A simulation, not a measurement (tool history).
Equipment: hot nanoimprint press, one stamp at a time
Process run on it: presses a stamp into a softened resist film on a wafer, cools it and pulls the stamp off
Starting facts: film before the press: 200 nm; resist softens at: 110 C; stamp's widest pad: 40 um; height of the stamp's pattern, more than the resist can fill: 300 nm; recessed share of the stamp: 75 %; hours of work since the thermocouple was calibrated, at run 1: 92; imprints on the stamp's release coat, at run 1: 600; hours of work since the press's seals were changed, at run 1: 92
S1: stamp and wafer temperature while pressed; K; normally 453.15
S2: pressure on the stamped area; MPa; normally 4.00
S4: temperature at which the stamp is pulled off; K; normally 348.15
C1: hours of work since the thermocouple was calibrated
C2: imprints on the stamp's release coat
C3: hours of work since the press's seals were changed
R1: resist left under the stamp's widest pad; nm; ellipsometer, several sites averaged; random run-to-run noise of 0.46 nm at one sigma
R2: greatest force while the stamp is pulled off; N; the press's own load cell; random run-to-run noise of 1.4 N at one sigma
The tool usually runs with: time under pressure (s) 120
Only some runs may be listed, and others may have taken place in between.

{"run": 1, "day": 0.0, "S1": 453.15, "S2": 4.0, "time under pressure (s)": 120, "S4": 348.15, "C1": 92, "C2": 600, "C3": 92, "R1": 103.0, "R2": 176}
{"day": 1.467, "done": "stamp cleaned and given a new release coat"}
{"run": 2, "day": 2.238, "S1": 453.15, "S2": 4.0, "time under pressure (s)": 120, "S4": 348.15, "C1": 114, "C2": 62, "C3": 114, "R1": 103.6, "R2": 160}
{"run": 3, "day": 4.458, "S1": 453.15, "S2": 4.0, "time under pressure (s)": 120, "S4": 348.15, "C1": 139, "C2": 241, "C3": 139, "R1": 103.9, "R2": 166}
{"run": 4, "day": 5.912, "S1": 453.15, "S2": 4.0, "time under pressure (s)": 120, "S4": 348.15, "C1": 156, "C2": 358, "C3": 156, "R1": 105.2, "R2": 168}
{"run": 5, "day": 7.038, "S1": 453.15, "S2": 4.0, "time under pressure (s)": 120, "S4": 348.15, "C1": 168, "C2": 449, "C3": 168, "R1": 104.7, "R2": 172}
{"run": 6, "day": 8.504, "S1": 453.15, "S2": 4.0, "time under pressure (s)": 120, "S4": 348.15, "C1": 184, "C2": 567, "C3": 184, "R1": 104.7, "R2": 178}
{"day": 10.45, "done": "stamp cleaned and given a new release coat"}
{"run": 7, "day": 10.521, "S1": 453.15, "S2": 4.0, "time under pressure (s)": 120, "S4": 348.15, "C1": 204, "C2": 6, "C3": 204, "R1": 105.9, "R2": 158}
{"run": 8, "day": 12.05, "S1": 453.15, "S2": 4.0, "time under pressure (s)": 120, "S4": 348.15, "C1": 221, "C2": 129, "C3": 221, "R1": 105.9, "R2": 164}
{"run": 9, "day": 13.9, "S1": 453.15, "S2": 4.0, "time under pressure (s)": 120, "S4": 342.15, "C1": 242, "C2": 278, "C3": 242, "R1": 106.6, "R2": 188}
{"run": 10, "day": 16.075, "S1": 453.15, "S2": 4.0, "time under pressure (s)": 120, "S4": 348.15, "C1": 266, "C2": 454, "C3": 266, "R1": 106.4, "R2": 173}
{"run": 11, "day": 17.596, "S1": 462.15, "S2": 4.0, "time under pressure (s)": 120, "S4": 348.15, "C1": 283, "C2": 576, "C3": 283, "R1": 73.7, "R2": 178}
{"day": 19.367, "done": "stamp cleaned and given a new release coat"}
{"run": 12, "day": 19.871, "S1": 462.15, "S2": 4.0, "time under pressure (s)": 120, "S4": 348.15, "C1": 306, "C2": 40, "C3": 306, "R1": 74.2, "R2": 160}
{"run": 13, "day": 21.362, "S1": 444.15, "S2": 5.74, "time under pressure (s)": 132, "S4": 353.15, "C1": 323, "C2": 161, "C3": 323, "R1": 129.2, "R2": 146}
{"run": 14, "day": 23.35, "S1": 456.15, "S2": 4.54, "time under pressure (s)": 98, "S4": 338.15, "C1": 345, "C2": 321, "C3": 345, "R1": 96.4, "R2": 205}
{"day": 24.583, "done": "plate thermocouple calibrated"}
{"run": 15, "day": 25.621, "S1": 450.15, "S2": 4.54, "time under pressure (s)": 183, "S4": 353.15, "C1": 12, "C2": 494, "C3": 369, "R1": 95.1, "R2": 149}
{"run": 16, "day": 27.388, "S1": 455.15, "S2": 3.19, "time under pressure (s)": 120, "S4": 348.15, "C1": 31, "C2": 636, "C3": 388, "R1": 106.5, "R2": 177}
{"day": 28.438, "done": "stamp cleaned and given a new release coat"}
{"run": 17, "day": 29.504, "S1": 441.15, "S2": 4.92, "time under pressure (s)": 65, "S4": 353.15, "C1": 52, "C2": 86, "C3": 409, "R1": 165.8, "R2": 141}
{"run": 18, "day": 31.117, "S1": 444.15, "S2": 5.1, "time under pressure (s)": 155, "S4": 334.15, "C1": 70, "C2": 216, "C3": 427, "R1": 123.6, "R2": 211}
{"run": 19, "day": 32.988, "S1": 446.15, "S2": 4.0, "time under pressure (s)": 120, "S4": 348.15, "C1": 91, "C2": 366, "C3": 448, "R1": 135.8, "R2": 168}
{"run": 20, "day": 34.858, "S1": 453.15, "S2": 4.0, "time under pressure (s)": 120, "S4": 347.15, "C1": 112, "C2": 517, "C3": 469, "R1": 104.3, "R2": 175}
{"run": 21, "day": 36.704, "S1": 453.15, "S2": 4.0, "time under pressure (s)": 120, "S4": 347.15, "C1": 133, "C2": 666, "C3": 490, "R1": 105.0, "R2": 182}
{"day": 37.417, "done": "stamp cleaned and given a new release coat"}
{"run": 22, "day": 38.246, "S1": 453.15, "S2": 4.0, "time under pressure (s)": 120, "S4": 347.15, "C1": 147, "C2": 67, "C3": 504, "R1": 105.3, "R2": 162}

Consider 4 possible next runs. They are alternatives, not a sequence: every one starts from the tool as it was left by run 22. What does each give?
{"run": "A", "day": 39.308, "S1": 453.15, "S2": 2.48, "time under pressure (s)": 120, "S4": 333.15, "C1": 159, "C2": 152, "C3": 516, "R1": "?", "R2": "?"}
{"run": "B", "day": 39.308, "S1": 453.15, "S2": 2.93, "time under pressure (s)": 137, "S4": 337.15, "C1": 159, "C2": 152, "C3": 516, "R1": "?", "R2": "?"}
{"run": "C", "day": 39.308, "S1": 462.15, "S2": 4.0, "time under pressure (s)": 120, "S4": 346.15, "C1": 159, "C2": 152, "C3": 516, "R1": "?", "R2": "?"}
{"run": "D", "day": 39.308, "S1": 455.15, "S2": 5.01, "time under pressure (s)": 120, "S4": 356.15, "C1": 159, "C2": 152, "C3": 516, "R1": "?", "R2": "?"}

run=A R1=132.3 R2=213
run=B R1=117.1 R2=202
run=C R1=72.9 R2=170
run=D R1=86.6 R2=133
Had the tool no hidden state, the same runs would have come out as:
run=A R1=127.3 R2=204
run=B R1=111.9 R2=193
run=C R1=68.9 R2=162
run=D R1=81.4 R2=126
